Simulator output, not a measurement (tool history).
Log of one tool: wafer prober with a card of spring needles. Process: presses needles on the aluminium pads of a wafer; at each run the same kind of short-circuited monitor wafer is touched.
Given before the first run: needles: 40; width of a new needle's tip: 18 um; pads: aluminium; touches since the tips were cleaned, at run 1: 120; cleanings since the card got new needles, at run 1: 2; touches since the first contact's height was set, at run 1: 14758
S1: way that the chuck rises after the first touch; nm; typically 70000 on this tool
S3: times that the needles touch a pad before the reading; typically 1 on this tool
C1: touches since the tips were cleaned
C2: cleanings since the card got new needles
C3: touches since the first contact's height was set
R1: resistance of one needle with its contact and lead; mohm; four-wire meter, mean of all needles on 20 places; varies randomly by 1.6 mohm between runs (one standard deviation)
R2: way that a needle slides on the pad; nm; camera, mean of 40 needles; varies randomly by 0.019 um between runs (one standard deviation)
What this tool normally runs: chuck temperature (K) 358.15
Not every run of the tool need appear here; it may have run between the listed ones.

Run 1, day 0: usual settings; C1 120; C2 2; C3 14758. Result: R1 152 mohm, R2 10040 nm.
Run 2, day 0.429: usual settings; C1 3072; C2 2; C3 17710. Result: R1 153 mohm, R2 10050 nm.
Run 3, day 0.796: usual settings; C1 5624; C2 2; C3 20262. Result: R1 153 mohm, R2 10040 nm.
At day 0.962: tips cleaned on abrasive film.
Run 4, day 1.225: usual settings; C1 1804; C2 3; C3 23183. Result: R1 154 mohm, R2 10060 nm.
Run 5, day 1.567: usual settings; C1 4162; C2 3; C3 25541. Result: R1 154 mohm, R2 10060 nm.
At day 1.917: tips cleaned on abrasive film.
Run 6, day 1.962: usual settings but chuck temperature (K) 384.15; C1 329; C2 4; C3 28252. Result: R1 156 mohm, R2 10070 nm.
Run 7, day 2.342: usual settings but chuck temperature (K) 308.15; C1 2929; C2 4; C3 30852. Result: R1 143 mohm, R2 10050 nm.
Run 8, day 2.546: usual settings but chuck temperature (K) 308.15; C1 4350; C2 4; C3 32273. Result: R1 142 mohm, R2 10100 nm.
Run 9, day 2.8: usual settings but chuck temperature (K) 308.15; C1 6106; C2 4; C3 34029. Result: R1 143 mohm, R2 10090 nm.
At day 2.892: tips cleaned on abrasive film.
Run 10, day 3.042: usual settings but chuck temperature (K) 316.15; C1 1038; C2 5; C3 35659. Result: R1 145 mohm, R2 10110 nm.
Run 11, day 3.371: usual settings but chuck temperature (K) 316.15; C1 3330; C2 5; C3 37951. Result: R1 145 mohm, R2 10120 nm.
Run 12, day 3.762: usual settings but chuck temperature (K) 316.15; C1 6016; C2 5; C3 40637. Result: R1 146 mohm, R2 10090 nm.

Run 13, settings as shown, results not yet in. Your forecast:
At day 3.846: tips cleaned on abrasive film.
Run 13, day 3.946: usual settings but S1 72000 nm, chuck temperature (K) 375.15; C1 676; C2 6; C3 41871. Result: R1 ?, R2 ?.

Run 13 yielded R1 155 mohm, R2 10390 nm.
The same run, on a tool lacking any hidden state, would have yielded R1 155 mohm, R2 10300 nm.
